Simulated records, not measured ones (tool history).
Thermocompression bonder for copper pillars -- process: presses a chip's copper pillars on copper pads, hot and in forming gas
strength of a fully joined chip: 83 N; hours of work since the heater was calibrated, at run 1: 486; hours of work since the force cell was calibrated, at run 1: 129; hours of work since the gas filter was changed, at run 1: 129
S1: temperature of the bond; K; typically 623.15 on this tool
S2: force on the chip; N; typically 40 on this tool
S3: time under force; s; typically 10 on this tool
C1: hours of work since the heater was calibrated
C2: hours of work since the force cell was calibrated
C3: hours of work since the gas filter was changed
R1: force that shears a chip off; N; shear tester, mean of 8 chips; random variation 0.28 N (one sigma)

run,hour,S1,S2,S3,C1,C2,C3,R1
1,0.0,623.15,40,10,486,129,129,37.3
2,44.9,623.15,40,10,517,160,160,37.4
3,105.4,623.15,40,10,559,202,202,37.0
# hour 121.9: heater calibrated with a thermocouple chip
4,178.2,623.15,40,10,39,251,251,38.9
5,244.0,594.15,40,10,84,297,297,26.8
6,303.2,594.15,40,10,125,338,338,26.8
7,344.9,623.15,53,10,154,367,367,43.4
8,383.3,623.15,53,10,181,393,393,43.1
9,444.3,623.15,53,10,223,435,435,42.7
# hour 460.6: forming gas filter changed
10,512.8,623.15,53,10,270,482,36,45.8
11,585.2,623.15,53,10,320,532,86,45.3
12,627.5,623.15,53,10,349,562,115,43.9
13,694.7,623.15,53,21,396,608,162,55.0
14,745.9,623.15,53,5,431,644,197,34.5
15,821.9,623.15,53,5,484,696,250,33.6
16,857.6,623.15,29,5,509,721,275,23.4
17,908.3,643.15,40,10,544,756,310,44.7
# hour 944.6: heater calibrated with a thermocouple chip
18,960.4,643.15,40,10,11,791,344,45.9
19,1011.4,643.15,40,10,46,826,380,45.9
20,1045.5,646.15,36,8,70,850,403,41.8
# hour 1110.1: forming gas filter changed
21,1111.4,653.15,51,5,115,895,1,47.5
22,1175.5,647.15,41,26,159,939,45,64.4
23,1252.1,630.15,55,12,212,992,98,51.3
24,1316.8,623.15,45,17,257,1037,143,48.9
25,1380.8,614.15,35,5,301,1081,187,25.0
26,1432.7,605.15,55,25,337,1117,223,49.5
27,1475.0,644.15,37,10,367,1146,252,44.3
28,1517.2,595.15,40,21,396,1175,282,34.7
29,1592.8,595.15,40,21,448,1228,334,34.9
30,1653.4,595.15,40,21,490,1270,376,34.4
31,1714.0,595.15,40,21,532,1312,418,34.1
# hour 1753.9: forming gas filter changed
32,1763.4,595.15,40,21,566,1345,7,37.1
# hour 1769.4: heater calibrated with a thermocouple chip
33,1798.3,604.15,40,12,20,1368,29,36.1
34,1859.7,624.15,25,22,62,1411,72,42.7
# hour 1929.6: force cell calibrated
35,1930.7,624.15,25,22,111,1,120,40.6
36,1981.3,602.15,56,22,146,36,155,47.4
37,2026.3,602.15,56,22,177,67,186,47.9
38,2098.6,602.15,56,14,227,117,236,40.0

Results per run with the tool's hidden condition removed, run-to-run variation unchanged:
The hidden state here: true temperature of the bond over the reading, C; force that reaches the chip, % of what is set; oxide that the forming gas leaves, % of the face; drift of the gauge itself on shear_n, %.
run,R1
1,39.5
2,39.9
3,39.9
4,40.1
5,27.8
6,28.1
7,45.9
8,45.8
9,45.8
10,46.1
11,46.2
12,45.1
13,56.9
14,36.0
15,35.6
16,25.1
17,47.8
18,48.1
19,48.4
20,44.3
21,47.3
22,64.8
23,52.2
24,50.3
25,26.1
26,52.0
27,46.6
28,37.2
29,37.8
30,37.7
31,37.8
32,38.4
33,34.6
34,41.5
35,41.5
36,48.9
37,49.7
38,42.0

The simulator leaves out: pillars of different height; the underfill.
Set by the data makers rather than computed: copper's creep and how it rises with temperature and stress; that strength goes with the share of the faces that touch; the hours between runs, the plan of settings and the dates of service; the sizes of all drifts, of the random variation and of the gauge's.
